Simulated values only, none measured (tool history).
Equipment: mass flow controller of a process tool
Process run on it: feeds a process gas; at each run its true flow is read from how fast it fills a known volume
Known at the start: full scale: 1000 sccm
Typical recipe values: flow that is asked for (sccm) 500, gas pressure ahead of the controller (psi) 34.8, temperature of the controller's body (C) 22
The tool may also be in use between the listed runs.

run    hour  flow that is asked for (sccm)  gas pressure ahead of the controller (psi)  temperature of the controller's body (C)  true flow (%)
  1       0                            500                                        34.8                                        22          97.38
  2    35.6                            500                                        34.8                                        22          97.12
  3      92                            500                                        34.8                                        22          97.23
  4   152.8                            500                                        34.8                                        30          96.35
  5   233.3                            500                                        34.8                                        30          96.42
  6   304.5                            616                                        34.8                                        22          97.71
  7   362.8                            552                                        34.8                                        22           97.3
  8   403.8                            552                                        34.8                                        22          97.33
  9   449.2                            552                                        34.8                                        22          97.31
 10   516.4                            500                                        34.8                                        22          97.01
 11   559.3                            500                                        34.8                                        22          96.96
 12   595.2                            500                                        34.8                                        22          97.22
 13   659.8                            529                                        34.8                                        22          97.08
 14   738.9                            529                                        34.8                                        22          97.19
      745.3  -- controller's zero set anew
 15   817.9                            500                                        34.8                                        21          96.84
 16   861.4                            500                                        34.8                                        21          96.81
      867.5  -- controller's zero set anew, once more
 17   929.4                            500                                        34.8                                        21          97.61
 18   998.8                            500                                        34.8                                        21           97.6
 19  1038.4                            500                                        34.8                                        21          97.57
 20  1090.6                            500                                        34.8                                        21          97.63
 21    1142                            500                                        34.8                                        21          97.43
 22  1213.6                            985                                        34.8                                        22          99.07
 23  1263.9                            985                                        34.8                                        30          98.35
 24  1323.2                            985                                        34.8                                        30          98.32
 25  1404.1                            728                                        28.1                                        30          97.56
 26  1460.3                            983                                        28.1                                        33          98.07
 27    1501                            500                                        39.2                                        28          96.65
 28  1574.9                            500                                        39.2                                        28          96.59
 29    1630                            554                                        34.8                                        22           97.4
 30  1664.5                            554                                        34.8                                        22          97.29
 31  1715.7                            138                                        34.8                                        29          94.83
 32  1763.2                            138                                        34.8                                        29          94.99
 33  1797.2                            500                                        36.5                                        24          96.96
 34  1869.6                            196                                        35.4                                        26          95.46
 35  1914.1                            500                                        34.8                                        31          96.32
 36  1984.1                            500                                        34.8                                        31          96.25
 37  2047.7                            324                                        34.8                                        37          95.01
 38  2113.4                            324                                        34.8                                        37          94.82
 39  2155.7                            324                                        34.8                                        37           94.9

Table of differences, measured result less the result of that run with no hidden state. Run-to-run variation is the same in both. Gauge scatter possibly is not:
Hidden state present: flow at rest that the sensor doesn't see, % of full scale; true flow over the shown one, %; drift of the gauge itself on true_pct, %.
run  true flow (%)
  1          -1.19
  2           -1.2
  3          -1.22
  4          -1.25
  5          -1.27
  6           -1.2
  7          -1.26
  8          -1.28
  9          -1.29
 10          -1.37
 11          -1.39
 12          -1.41
 13           -1.4
 14          -1.43
 15          -1.73
 16          -1.74
 17          -0.96
 18          -0.99
 19             -1
 20          -1.02
 21          -1.04
 22          -1.03
 23          -1.04
 24          -1.06
 25           -1.1
 26          -1.11
 27          -1.17
 28           -1.2
 29          -1.21
 30          -1.23
 31          -1.63
 32          -1.66
 33          -1.28
 34          -1.56
 35          -1.32
 36          -1.35
 37          -1.47
 38          -1.51
 39          -1.53

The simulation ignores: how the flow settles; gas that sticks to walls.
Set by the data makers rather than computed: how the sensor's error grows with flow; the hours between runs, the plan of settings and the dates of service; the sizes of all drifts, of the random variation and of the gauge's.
